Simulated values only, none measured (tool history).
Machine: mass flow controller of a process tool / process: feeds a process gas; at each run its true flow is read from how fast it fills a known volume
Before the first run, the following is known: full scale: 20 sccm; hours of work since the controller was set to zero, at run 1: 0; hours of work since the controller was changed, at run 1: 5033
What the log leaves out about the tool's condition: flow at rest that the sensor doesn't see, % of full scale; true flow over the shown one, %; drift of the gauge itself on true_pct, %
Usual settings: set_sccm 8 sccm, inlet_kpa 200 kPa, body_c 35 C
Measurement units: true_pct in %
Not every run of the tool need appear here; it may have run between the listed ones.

run,day,set_sccm,inlet_kpa,body_c,hours of work since the controller was set to zero,hours of work since the controller was changed,true_pct
1,0.000,8,200,35,0,5033,100.38
2,14.100,8,200,35,210,5242,100.28
3,24.783,8,200,35,369,5401,100.46
4,43.454,8,200,35,646,5679,100.53
5,55.658,8,200,35,828,5860,100.50
6,73.962,8,200,35,1100,6132,100.58
7,87.712,8,200,35,1304,6337,100.63
8,101.608,8,200,35,1511,6544,100.69
9,113.175,8,200,35,1683,6716,100.65
10,122.725,8,200,35,1825,6858,100.73
11,139.775,8,200,35,2079,7111,100.69
12,157.912,8,200,35,2348,7381,100.89
13,176.654,8,200,35,2627,7660,100.79
14,186.808,8,200,35,2778,7811,100.89
15,195.425,8,200,35,2906,7939,100.86
16,203.775,15,200,35,3030,8063,101.58
17,223.358,15,200,32,3322,8354,101.81
18,233.354,15,200,32,3470,8503,102.00
19,241.688,8,200,35,3594,8627,101.04
20,259.008,8,145,38,3852,8884,100.60
21,267.250,8,145,38,3974,9007,100.71
22,276.808,2,161,30,4116,9149,98.68
23,293.588,8,152,35,4366,9398,100.99
24,309.979,4,222,24,4610,9642,101.03
25,319.000,5,146,21,4744,9776,101.53
# day 320.838: controller's zero set anew
26,337.429,5,146,21,247,10050,102.96
27,356.408,19,146,30,529,10332,103.12
28,368.267,9,146,20,705,10509,103.22
29,385.704,9,146,20,965,10768,103.35
30,402.646,9,146,20,1217,11020,103.40
31,418.754,9,146,20,1456,11259,103.41
32,433.750,8,162,22,1679,11483,103.28
33,447.804,10,162,35,1888,11691,102.64
34,466.454,6,200,25,2165,11969,103.08
35,478.979,9,184,26,2352,12155,103.24
36,494.442,10,212,24,2582,12385,103.58
37,509.167,10,212,24,2801,12604,103.81

Entry by entry between the runs, the difference in hidden state between the last listed run before and the first listed run after:
Run 25 -> run 26: controller's zero set anew (day 320.838)
  flow at rest that the sensor doesn't see, % of full scale: -0.377 -> -0.049; true flow over the shown one, %: 3.59 -> 3.69
  the result without the hidden state subtracted from the measured one, true_pct: +2.08 -> +3.50 %
